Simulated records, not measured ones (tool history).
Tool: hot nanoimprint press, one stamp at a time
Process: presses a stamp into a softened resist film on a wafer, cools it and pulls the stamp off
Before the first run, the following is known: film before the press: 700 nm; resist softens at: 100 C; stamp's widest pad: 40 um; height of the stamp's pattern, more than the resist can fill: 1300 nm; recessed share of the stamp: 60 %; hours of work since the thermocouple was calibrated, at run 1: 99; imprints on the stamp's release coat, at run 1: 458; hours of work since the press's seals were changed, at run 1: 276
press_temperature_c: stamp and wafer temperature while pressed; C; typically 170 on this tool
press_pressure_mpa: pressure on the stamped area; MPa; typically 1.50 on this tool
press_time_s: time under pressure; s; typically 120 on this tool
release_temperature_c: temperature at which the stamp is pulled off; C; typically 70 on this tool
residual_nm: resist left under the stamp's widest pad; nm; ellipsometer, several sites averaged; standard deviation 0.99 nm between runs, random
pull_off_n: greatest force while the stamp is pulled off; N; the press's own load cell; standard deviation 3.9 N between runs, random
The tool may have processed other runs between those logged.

run	day	press_temperature_c	press_pressure_mpa	press_time_s	release_temperature_c	hours of work since the thermocouple was calibrated	imprints on the stamp's release coat	hours of work since the press's seals were changed	residual_nm	pull_off_n
1	0.000	170	1.50	120	70	99	458	276	298.9	218
2	0.708	163	1.50	120	70	110	539	287	395.1	233
3	1.188	163	1.50	120	70	118	593	295	390.7	233
4	1.746	163	1.50	120	70	127	656	304	391.8	238
5	2.117	170	1.50	120	55	133	698	310	298.8	277
6	2.429	170	1.50	120	55	138	733	315	298.0	285
# day 2.721: stamp cleaned and given a new release coat
7	3.304	170	1.50	149	67	148	66	325	275.9	198
8	3.933	170	1.50	149	67	158	137	335	277.8	202
9	4.396	170	1.50	149	67	166	190	343	276.2	206
10	5.129	170	1.24	120	70	177	272	354	327.3	205
11	5.454	181	1.50	235	59	183	309	360	152.5	228
12	6.092	170	1.50	92	57	193	382	370	322.3	244

4 ways to go on from here, each from the tool as it stands after run 12. What would each give?
A	6.650	170	1.87	120	70	202	445	379	?	?
B	6.650	170	1.50	135	57	202	445	379	?	?
C	6.650	172	1.01	120	70	202	445	379	?	?
D	6.650	170	2.27	69	70	202	445	379	?	?

run	residual_nm	pull_off_n
A	261.7	222
B	283.8	254
C	336.9	225
D	285.2	214
Stripped of hidden state, with their random variation kept, the same runs would have yielded:
run	residual_nm	pull_off_n
A	263.5	189
B	287.1	216
C	342.4	192
D	285.6	182
